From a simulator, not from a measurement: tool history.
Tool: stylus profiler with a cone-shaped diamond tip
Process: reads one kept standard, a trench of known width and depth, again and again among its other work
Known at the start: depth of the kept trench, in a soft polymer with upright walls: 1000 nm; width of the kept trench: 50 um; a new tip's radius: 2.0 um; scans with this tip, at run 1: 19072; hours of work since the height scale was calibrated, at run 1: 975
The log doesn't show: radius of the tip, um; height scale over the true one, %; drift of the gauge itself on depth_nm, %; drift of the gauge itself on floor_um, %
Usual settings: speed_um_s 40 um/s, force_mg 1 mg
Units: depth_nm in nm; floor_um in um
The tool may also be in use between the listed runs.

run,day,speed_um_s,force_mg,scans with this tip,hours of work since the height scale was calibrated,depth_nm,floor_um
1,0,40,1,19072,975,1013.01,45
2,5.442,40,1,19692,1057,1013.25,44.89
3,8.817,40,1,20076,1108,1013.5,44.9
4,11.6,40,1,20393,1149,1014.12,44.88
5,15.388,40,1,20825,1206,1014,44.86
6,19.158,40,1,21255,1263,1014.35,44.84
7,21.812,40,1,21557,1303,1013.97,44.76
8,24.95,24,0.59,21915,1350,1011.67,44.86
9,28.633,24,0.59,22334,1405,1011.56,44.81
10,32.925,18,1.98,22823,1470,1020.59,44.86
# day 35.512: height scale calibrated on a step standard
11,36.25,69,2.06,23199,11,1015.43,44.66
12,40.629,110,2.16,23698,77,1016.36,44.45
13,43.221,141,0.36,23994,116,1005.52,43.43

4 ways to go on from here, each from the tool as it stands after run 13. What would each give?
A,47.808,16,2.12,24516,185,?,?
B,47.808,12,0.36,24516,185,?,?
C,47.808,80,0.68,24516,185,?,?
D,47.808,147,0.36,24516,185,?,?

run,depth_nm,floor_um
A,1016.93,44.82
B,1005.86,44.68
C,1008.2,44.27
D,1006.11,43.37
Without the tool's hidden state the same runs would have given:
run,depth_nm,floor_um
A,1015.88,46.48
B,1004.82,46.33
C,1007.16,45.92
D,1005.07,45.03

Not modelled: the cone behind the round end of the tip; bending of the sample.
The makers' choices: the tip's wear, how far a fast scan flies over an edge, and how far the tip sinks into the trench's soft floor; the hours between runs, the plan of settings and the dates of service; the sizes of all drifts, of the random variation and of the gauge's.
